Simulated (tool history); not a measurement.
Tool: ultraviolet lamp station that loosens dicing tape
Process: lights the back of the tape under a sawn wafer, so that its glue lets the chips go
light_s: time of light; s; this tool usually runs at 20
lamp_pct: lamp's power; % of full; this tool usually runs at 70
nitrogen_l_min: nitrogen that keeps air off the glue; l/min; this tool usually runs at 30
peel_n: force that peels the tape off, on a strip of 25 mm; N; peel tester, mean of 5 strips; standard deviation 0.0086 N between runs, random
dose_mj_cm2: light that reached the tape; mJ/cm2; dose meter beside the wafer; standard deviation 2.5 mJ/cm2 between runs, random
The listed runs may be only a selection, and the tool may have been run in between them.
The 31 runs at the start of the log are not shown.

run,hour,light_s,lamp_pct,nitrogen_l_min,peel_n,dose_mj_cm2
32,834,32,89,17,0.224,501
33,872.2,14,79,56,0.632,188
34,903.5,13,80,56,0.707,174
35,938.1,14,68,45,0.924,155
36,969.5,14,68,45,0.966,154
37,1002.8,14,68,45,1,156
38,1032,20,98,30,0.369,306
39,1048.2,20,98,30,0.379,303
40,1063.9,12,98,30,0.941,176
41,1079.5,39,85,46,0.131,498
42,1116.8,12,64,30,1.592,116

Below are 3 alternative next runs, each starting from the tool's condition after run 42. Predict each:
A,1146,12,96,54,?,?
B,1146,20,92,18,?,?
C,1146,26,75,30,?,?

run,peel_n,dose_mj_cm2
A,0.826,166
B,0.717,267
C,0.452,278
Had the tool no hidden state, the same runs would have come out as:
run,peel_n,dose_mj_cm2
A,0.366,259
B,0.306,415
C,0.189,435

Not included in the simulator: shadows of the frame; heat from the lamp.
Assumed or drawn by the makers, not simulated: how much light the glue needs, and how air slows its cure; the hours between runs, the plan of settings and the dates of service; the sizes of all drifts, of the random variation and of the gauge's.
